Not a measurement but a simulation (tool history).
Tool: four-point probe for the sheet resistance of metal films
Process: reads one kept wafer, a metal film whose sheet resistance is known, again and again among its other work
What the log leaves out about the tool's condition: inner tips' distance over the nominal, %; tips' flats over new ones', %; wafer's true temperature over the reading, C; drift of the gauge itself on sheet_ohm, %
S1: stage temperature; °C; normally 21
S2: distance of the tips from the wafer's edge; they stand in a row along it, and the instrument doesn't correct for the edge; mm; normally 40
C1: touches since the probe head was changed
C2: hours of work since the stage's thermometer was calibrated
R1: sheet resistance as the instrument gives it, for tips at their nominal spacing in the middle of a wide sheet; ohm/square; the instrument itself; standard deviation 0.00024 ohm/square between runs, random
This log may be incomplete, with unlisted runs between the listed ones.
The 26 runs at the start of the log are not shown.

| run | day | S1 | S2 | C1 | C2 | R1 |
|---|---|---|---|---|---|---|
| 27 | 22.354 | 21 | 72 | 27409 | 79 | 1.209889 |
| 28 | 23.054 | 21 | 13 | 27744 | 93 | 1.210316 |
| 29 | 24.05 | 21 | 13 | 28220 | 111 | 1.210812 |
| 30 | 24.608 | 20 | 10 | 28489 | 122 | 1.21102 |
| 31 | 25.708 | 29 | 12 | 29016 | 143 | 1.213811 |
| 32 | 26.696 | 29 | 12 | 29489 | 162 | 1.213775 |
| 33 | 27.475 | 29 | 12 | 29863 | 176 | 1.213743 |
| 34 | 28.662 | 29 | 12 | 30432 | 199 | 1.213085 |
| 35 | 29.808 | 29 | 12 | 30981 | 221 | 1.213768 |
| 36 | 30.971 | 20 | 38 | 31540 | 243 | 1.208921 |
| 37 | 31.662 | 20 | 38 | 31871 | 256 | 1.208729 |
| 38 | 32.308 | 20 | 38 | 32180 | 268 | 1.208707 |
| 39 | 32.838 | 20 | 38 | 32434 | 278 | 1.208635 |
| 40 | 33.762 | 20 | 12 | 32878 | 296 | 1.210052 |
| 41 | 34.488 | 24 | 40 | 33225 | 309 | 1.210311 |
| 42 | 35.317 | 19 | 4 | 33623 | 325 | 1.218813 |
| 43 | 36.438 | 21 | 69 | 34160 | 346 | 1.209599 |
| 44 | 37.329 | 21 | 65 | 34588 | 363 | 1.209618 |
| 45 | 38.425 | 20 | 9 | 35112 | 384 | 1.21091 |

4 options for the next run, each taken on its own from the tool as it stands now. Forecast them:
| A | 39.367 | 25 | 9 | 35565 | 402 | ? |
| B | 39.367 | 28 | 9 | 35565 | 402 | ? |
| C | 39.367 | 22 | 7 | 35565 | 402 | ? |
| D | 39.367 | 30 | 9 | 35565 | 402 | ? |

| run | R1 |
|---|---|
| A | 1.212899 |
| B | 1.213345 |
| C | 1.212342 |
| D | 1.214399 |
With no hidden state in the tool, these same runs would have given:
| run | R1 |
|---|---|
| A | 1.215767 |
| B | 1.216209 |
| C | 1.215215 |
| D | 1.217263 |
